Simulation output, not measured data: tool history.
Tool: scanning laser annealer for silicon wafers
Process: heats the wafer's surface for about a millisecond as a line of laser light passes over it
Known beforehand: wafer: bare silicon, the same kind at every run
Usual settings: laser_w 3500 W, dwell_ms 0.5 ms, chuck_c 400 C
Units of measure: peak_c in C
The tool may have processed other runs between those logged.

| run | day | laser_w | dwell_ms | chuck_c | peak_c |
|---|---|---|---|---|---|
| 1 | 0 | 3500 | 0.5 | 400 | 1110 |
| 2 | 0.546 | 3500 | 0.5 | 400 | 1111 |
| 3 | 0.975 | 3500 | 0.5 | 400 | 1111 |
| 4 | 1.367 | 3500 | 0.597 | 400 | 1179 |
| 5 | 1.621 | 3500 | 0.597 | 400 | 1179 |
| 6 | 2.142 | 3500 | 0.404 | 400 | 1030 |
| 7 | 2.375 | 3500 | 0.411 | 400 | 1040 |
| 8 | 2.754 | 3500 | 0.5 | 400 | 1111 |
| 9 | 3.146 | 3500 | 0.582 | 400 | 1172 |
| 10 | 3.538 | 3500 | 0.582 | 400 | 1172 |
| 11 | 3.862 | 3500 | 0.5 | 400 | 1114 |
| 12 | 4.146 | 3500 | 0.5 | 403 | 1113 |
| 13 | 4.392 | 3500 | 0.5 | 403 | 1116 |
| 14 | 4.833 | 3185 | 0.367 | 437 | 987 |
| 15 | 5.133 | 3185 | 0.367 | 437 | 986 |
| 16 | 5.467 | 3302 | 0.367 | 400 | 969 |
| 17 | 5.792 | 3302 | 0.471 | 401 | 1054 |
| 18 | 6.079 | 3002 | 0.5 | 389 | 1003 |
| 19 | 6.496 | 3348 | 0.56 | 365 | 1091 |
| 20 | 6.992 | 3348 | 0.525 | 389 | 1088 |
| 21 | 7.4 | 3831 | 0.525 | 418 | 1214 |
| 22 | 7.646 | 3164 | 0.566 | 424 | 1113 |
| 23 | 8.183 | 3472 | 0.566 | 423 | 1179 |
| 24 | 8.508 | 3472 | 0.566 | 423 | 1177 |
| 25 | 8.808 | 3500 | 0.4 | 400 | 1034 |

5 options for the next run, each taken on its own from the tool as it stands now. Forecast them:
| A | 9.108 | 3500 | 0.46 | 400 | ? |
| B | 9.108 | 3034 | 0.404 | 400 | ? |
| C | 9.108 | 3305 | 0.5 | 422 | ? |
| D | 9.108 | 3392 | 0.38 | 400 | ? |
| E | 9.108 | 3500 | 0.407 | 423 | ? |

| run | peak_c |
|---|---|
| A | 1079 |
| B | 952 |
| C | 1093 |
| D | 989 |
| E | 1056 |
Without the tool's unlogged condition, the same runs would have read:
| run | peak_c |
|---|---|
| A | 1080 |
| B | 953 |
| C | 1094 |
| D | 990 |
| E | 1057 |
